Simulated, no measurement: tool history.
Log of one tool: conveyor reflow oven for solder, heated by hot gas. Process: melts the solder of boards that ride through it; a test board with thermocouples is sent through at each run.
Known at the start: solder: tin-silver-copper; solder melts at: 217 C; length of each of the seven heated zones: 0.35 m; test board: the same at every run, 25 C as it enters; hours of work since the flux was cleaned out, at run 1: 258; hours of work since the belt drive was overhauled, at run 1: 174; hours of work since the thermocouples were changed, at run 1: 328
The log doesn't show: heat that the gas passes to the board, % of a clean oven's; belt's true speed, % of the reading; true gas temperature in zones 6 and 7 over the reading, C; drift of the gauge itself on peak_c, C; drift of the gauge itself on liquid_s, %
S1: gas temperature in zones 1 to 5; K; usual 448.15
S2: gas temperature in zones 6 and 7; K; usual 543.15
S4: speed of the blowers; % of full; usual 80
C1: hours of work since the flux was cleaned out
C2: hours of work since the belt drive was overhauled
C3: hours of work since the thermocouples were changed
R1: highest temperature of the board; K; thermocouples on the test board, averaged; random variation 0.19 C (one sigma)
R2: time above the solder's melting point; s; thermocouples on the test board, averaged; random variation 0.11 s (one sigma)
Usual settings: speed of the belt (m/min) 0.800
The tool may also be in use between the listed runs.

run 1 hour=0.0 | S1=448.15 S2=543.15 speed_of_the_belt_(m/min)=0.800 S4=80 | C1=258 C2=174 C3=328 | R1=524.35 R2=38.9
-- hour=18.4 flux residue cleaned out of gas plates and filters
run 2 hour=21.4 | S1=448.15 S2=543.15 speed_of_the_belt_(m/min)=0.800 S4=80 | C1=2 C2=184 C3=337 | R1=526.75 R2=40.1
run 3 hour=40.0 | S1=448.15 S2=543.15 speed_of_the_belt_(m/min)=0.676 S4=80 | C1=12 C2=195 C3=348 | R1=530.95 R2=50.6
run 4 hour=68.5 | S1=448.15 S2=543.15 speed_of_the_belt_(m/min)=0.676 S4=80 | C1=29 C2=211 C3=364 | R1=531.15 R2=50.3
run 5 hour=88.8 | S1=448.15 S2=543.15 speed_of_the_belt_(m/min)=0.676 S4=80 | C1=40 C2=222 C3=376 | R1=530.35 R2=50.5
run 6 hour=105.7 | S1=448.15 S2=535.15 speed_of_the_belt_(m/min)=0.800 S4=80 | C1=50 C2=232 C3=386 | R1=519.15 R2=36.3
run 7 hour=138.6 | S1=448.15 S2=535.15 speed_of_the_belt_(m/min)=0.800 S4=80 | C1=69 C2=251 C3=404 | R1=519.15 R2=36.2
run 8 hour=157.8 | S1=448.15 S2=535.15 speed_of_the_belt_(m/min)=0.800 S4=80 | C1=80 C2=262 C3=415 | R1=518.85 R2=36.0
run 9 hour=185.5 | S1=448.15 S2=535.15 speed_of_the_belt_(m/min)=0.800 S4=80 | C1=95 C2=278 C3=431 | R1=518.75 R2=35.8
run 10 hour=213.2 | S1=434.15 S2=547.15 speed_of_the_belt_(m/min)=0.802 S4=59 | C1=111 C2=293 C3=447 | R1=520.75 R2=32.7
run 11 hour=242.9 | S1=458.15 S2=556.15 speed_of_the_belt_(m/min)=0.800 S4=61 | C1=128 C2=310 C3=464 | R1=533.75 R2=45.3
run 12 hour=259.2 | S1=458.15 S2=556.15 speed_of_the_belt_(m/min)=0.800 S4=61 | C1=138 C2=320 C3=473 | R1=534.05 R2=45.1
run 13 hour=273.7 | S1=458.15 S2=556.15 speed_of_the_belt_(m/min)=0.800 S4=61 | C1=146 C2=328 C3=482 | R1=533.85 R2=44.9
run 14 hour=290.7 | S1=458.15 S2=556.15 speed_of_the_belt_(m/min)=0.800 S4=73 | C1=156 C2=338 C3=491 | R1=536.45 R2=46.6

Run 15 comes next. What will it give?
run 15 hour=315.0 | S1=448.15 S2=543.15 speed_of_the_belt_(m/min)=0.800 S4=54 | C1=170 C2=352 C3=505 | R1=? R2=?

{"run 15": {"R1": 518.85, "R2": 34.3}}
Without the tool's hidden state the same run would have given R1 521.15 K, R2 35.8 s.
